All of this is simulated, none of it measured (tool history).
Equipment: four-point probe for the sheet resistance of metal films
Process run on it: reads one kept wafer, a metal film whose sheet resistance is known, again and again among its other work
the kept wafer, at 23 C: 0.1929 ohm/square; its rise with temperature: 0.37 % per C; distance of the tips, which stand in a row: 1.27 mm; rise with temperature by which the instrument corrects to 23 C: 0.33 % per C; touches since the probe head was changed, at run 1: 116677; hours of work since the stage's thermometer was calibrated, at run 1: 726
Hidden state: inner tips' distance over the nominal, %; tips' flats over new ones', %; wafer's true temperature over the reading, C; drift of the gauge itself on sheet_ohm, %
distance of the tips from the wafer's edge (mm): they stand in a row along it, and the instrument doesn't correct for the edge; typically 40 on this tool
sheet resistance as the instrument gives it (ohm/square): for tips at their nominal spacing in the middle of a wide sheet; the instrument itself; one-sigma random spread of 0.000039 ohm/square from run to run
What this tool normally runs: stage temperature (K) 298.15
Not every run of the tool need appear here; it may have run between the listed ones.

| run | hour | stage temperature (K) | distance of the tips from the wafer's edge (mm) | touches since the probe head was changed | hours of work since the stage's thermometer was calibrated | sheet resistance as the instrument gives it (ohm/square) |
|---|---|---|---|---|---|---|
| 1 | 0 | 298.15 | 40 | 116677 | 726 | 0.192458 |
| 2 | 91.6 | 298.15 | 40 | 120003 | 790 | 0.19233 |
| 3 | 165.5 | 299.15 | 40 | 122685 | 841 | 0.192427 |
| 4 | 288 | 299.15 | 40 | 127133 | 927 | 0.192386 |
| 5 | 341 | 298.15 | 40 | 129056 | 963 | 0.192287 |
| 6 | 417.7 | 298.15 | 25 | 131842 | 1017 | 0.192438 |
| 7 | 493.4 | 298.15 | 25 | 134589 | 1070 | 0.192367 |
| 8 | 591.6 | 298.15 | 25 | 138152 | 1138 | 0.192333 |
| 9 | 652.6 | 293.15 | 40 | 140369 | 1181 | 0.191638 |
| 10 | 711.8 | 293.15 | 40 | 142518 | 1222 | 0.191597 |
| 11 | 802.9 | 298.15 | 40 | 145825 | 1285 | 0.192017 |
| 12 | 875.6 | 298.15 | 4 | 148464 | 1336 | 0.201745 |
| 13 | 970.3 | 298.15 | 40 | 151901 | 1402 | 0.191968 |
| 14 | 1089.9 | 298.15 | 40 | 156244 | 1485 | 0.191918 |
| 15 | 1168.1 | 298.15 | 40 | 159080 | 1540 | 0.191821 |
| 16 | 1236.1 | 298.15 | 40 | 161548 | 1587 | 0.191799 |
| 17 | 1341.3 | 298.15 | 40 | 165368 | 1660 | 0.191762 |
| 18 | 1452.6 | 298.15 | 40 | 169407 | 1738 | 0.19173 |
| 19 | 1538.6 | 298.15 | 40 | 172531 | 1798 | 0.191649 |
|  | 1638 | stage's thermometer calibrated |
| 20 | 1638.3 | 298.15 | 12 | 176131 | 0 | 0.192959 |
| 21 | 1735.2 | 298.15 | 40 | 179648 | 68 | 0.19187 |
| 22 | 1807.3 | 298.15 | 20 | 182267 | 118 | 0.192202 |
| 23 | 1877.3 | 297.15 | 12 | 184807 | 167 | 0.192767 |
| 24 | 1935.9 | 292.15 | 9 | 186934 | 208 | 0.193223 |
| 25 | 2015.2 | 298.15 | 8 | 189814 | 263 | 0.194227 |
| 26 | 2131.2 | 298.15 | 8 | 194023 | 344 | 0.194112 |
| 27 | 2189 | 298.15 | 8 | 196123 | 384 | 0.194127 |
| 28 | 2275.7 | 294.15 | 25 | 199270 | 444 | 0.191408 |
| 29 | 2342.2 | 296.15 | 6 | 201685 | 491 | 0.195793 |
| 30 | 2441.3 | 301.15 | 22 | 205281 | 560 | 0.191947 |
| 31 | 2503.2 | 302.15 | 6 | 207530 | 603 | 0.196212 |
| 32 | 2569.6 | 302.15 | 4 | 209938 | 649 | 0.20155 |
| 33 | 2628.2 | 299.15 | 7 | 212067 | 690 | 0.194742 |
| 34 | 2746.3 | 300.15 | 27 | 216353 | 772 | 0.191635 |
| 35 | 2846.9 | 300.15 | 5 | 220004 | 842 | 0.197814 |
|  | 2931.2 | new probe head fitted |
| 36 | 2947.5 | 298.15 | 27 | 590 | 912 | 0.192151 |
| 37 | 3061.2 | 307.15 | 31 | 4718 | 991 | 0.19274 |
| 38 | 3178.8 | 293.15 | 7 | 8988 | 1073 | 0.194648 |
| 39 | 3236 | 297.15 | 3 | 11063 | 1112 | 0.208428 |
| 40 | 3295.2 | 292.15 | 5 | 13213 | 1154 | 0.197584 |
| 41 | 3373 | 292.15 | 7 | 16036 | 1208 | 0.194456 |
| 42 | 3425.8 | 293.15 | 3 | 17954 | 1245 | 0.207855 |
| 43 | 3509.6 | 293.15 | 17 | 20995 | 1303 | 0.191748 |
| 44 | 3574.2 | 296.15 | 32 | 23341 | 1348 | 0.191494 |

Forecast each of these 5 alternatives for the next run:
| A | 3692.7 | 292.15 | 27 | 27643 | 1431 | ? |
| B | 3692.7 | 302.15 | 32 | 27643 | 1431 | ? |
| C | 3692.7 | 299.15 | 6 | 27643 | 1431 | ? |
| D | 3692.7 | 304.15 | 8 | 27643 | 1431 | ? |
| E | 3692.7 | 298.15 | 74 | 27643 | 1431 | ? |

| run | sheet resistance as the instrument gives it (ohm/square) |
|---|---|
| A | 0.191193 |
| B | 0.191953 |
| C | 0.196102 |
| D | 0.194583 |
| E | 0.191535 |
Had the tool no hidden state, the same runs would have come out as:
| run | sheet resistance as the instrument gives it (ohm/square) |
|---|---|
| A | 0.192768 |
| B | 0.193527 |
| C | 0.19771 |
| D | 0.196176 |
| E | 0.193109 |

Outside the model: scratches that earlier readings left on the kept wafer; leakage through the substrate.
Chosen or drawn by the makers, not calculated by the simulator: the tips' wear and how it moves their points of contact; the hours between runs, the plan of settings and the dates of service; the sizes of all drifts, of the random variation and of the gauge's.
